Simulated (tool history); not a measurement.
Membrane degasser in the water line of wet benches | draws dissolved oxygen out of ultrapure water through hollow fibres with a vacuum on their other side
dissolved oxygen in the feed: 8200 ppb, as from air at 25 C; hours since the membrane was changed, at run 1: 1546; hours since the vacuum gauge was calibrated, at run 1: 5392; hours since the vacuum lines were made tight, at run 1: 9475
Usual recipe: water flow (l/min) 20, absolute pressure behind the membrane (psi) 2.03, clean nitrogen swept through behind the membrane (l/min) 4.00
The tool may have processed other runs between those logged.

run,day,water flow (l/min),absolute pressure behind the membrane (psi),clean nitrogen swept through behind the membrane (l/min),hours since the membrane was changed,hours since the vacuum gauge was calibrated,hours since the vacuum lines were made tight,dissolved oxygen in the water behind the degasser (ppb),pressure that the water loses in the fibres (psi)
1,0.000,20,2.03,4.00,1546,5392,9475,138.9,7.652
2,1.733,20,3.87,4.00,1588,5434,9516,287.0,7.661
3,3.562,20,3.87,4.00,1631,5478,9560,278.2,7.612
4,5.500,20,3.87,4.00,1678,5524,9607,296.3,7.607
5,7.196,20,2.03,5.84,1719,5565,9647,100.6,7.642
6,8.583,15,2.03,5.84,1752,5598,9681,74.6,5.684
7,9.796,20,2.03,4.00,1781,5627,9710,141.2,7.603
8,11.379,20,2.03,4.00,1819,5666,9748,141.7,7.536
9,12.329,20,2.03,4.00,1842,5688,9771,140.7,7.600
10,14.138,20,2.03,4.00,1885,5732,9814,142.9,7.610
11,15.458,20,1.46,4.00,1917,5763,9846,93.2,7.658
12,16.750,20,1.46,4.00,1948,5794,9877,93.1,7.632
13,17.971,20,1.46,4.00,1977,5824,9906,92.8,7.628
14,19.046,20,3.95,4.00,2003,5849,9932,291.6,7.616
15,20.346,20,2.03,5.14,2034,5881,9963,114.1,7.549
16,21.925,20,2.03,4.00,2072,5919,10001,139.3,7.649
17,23.012,20,2.03,4.00,2098,5945,10027,140.6,7.626
# day 23.304: vacuum gauge calibrated
18,24.138,21,1.74,10.68,2125,20,10054,55.6,7.922
19,26.054,28,3.36,6.00,2171,66,10100,240.9,10.682
20,27.442,28,3.36,6.00,2204,99,10133,241.3,10.630
21,28.692,28,3.36,6.00,2234,129,10163,242.9,10.640
22,30.512,20,1.71,4.00,2278,173,10207,113.9,7.591
23,32.138,18,3.48,4.00,2317,212,10246,231.3,6.853
24,33.621,29,3.48,4.00,2352,248,10281,373.8,10.962
25,35.438,14,3.93,11.40,2396,291,10325,78.5,5.311
26,37.158,14,3.93,11.40,2437,333,10366,77.1,5.295
27,39.054,14,1.89,10.17,2483,378,10412,39.2,5.339
28,40.104,14,1.89,10.17,2508,403,10437,38.0,5.350
29,40.904,13,2.03,5.41,2527,422,10456,68.2,4.888
30,42.692,23,2.03,5.14,2570,465,10499,133.2,8.739
31,44.192,24,2.03,5.14,2606,501,10535,137.7,9.192

Predict each of these 5 candidate next runs independently; none follows another, all start after run 31:
A,45.388,24,2.03,7.49,2635,530,10564,?,?
B,45.388,16,1.99,4.09,2635,530,10564,?,?
C,45.388,16,4.08,7.81,2635,530,10564,?,?
D,45.388,29,3.48,4.00,2635,530,10564,?,?
E,45.388,28,2.86,1.89,2635,530,10564,?,?

run,dissolved oxygen in the water behind the degasser (ppb),pressure that the water loses in the fibres (psi)
A,101.1,9.088
B,106.1,6.103
C,131.8,6.087
D,367.5,10.963
E,545.1,10.707
Take away the tool's hidden state, keep each run's random variation, and the runs would have read:
run,dissolved oxygen in the water behind the degasser (ppb),pressure that the water loses in the fibres (psi)
A,101.0,9.085
B,105.9,6.102
C,131.7,6.086
D,367.2,10.960
E,544.8,10.702
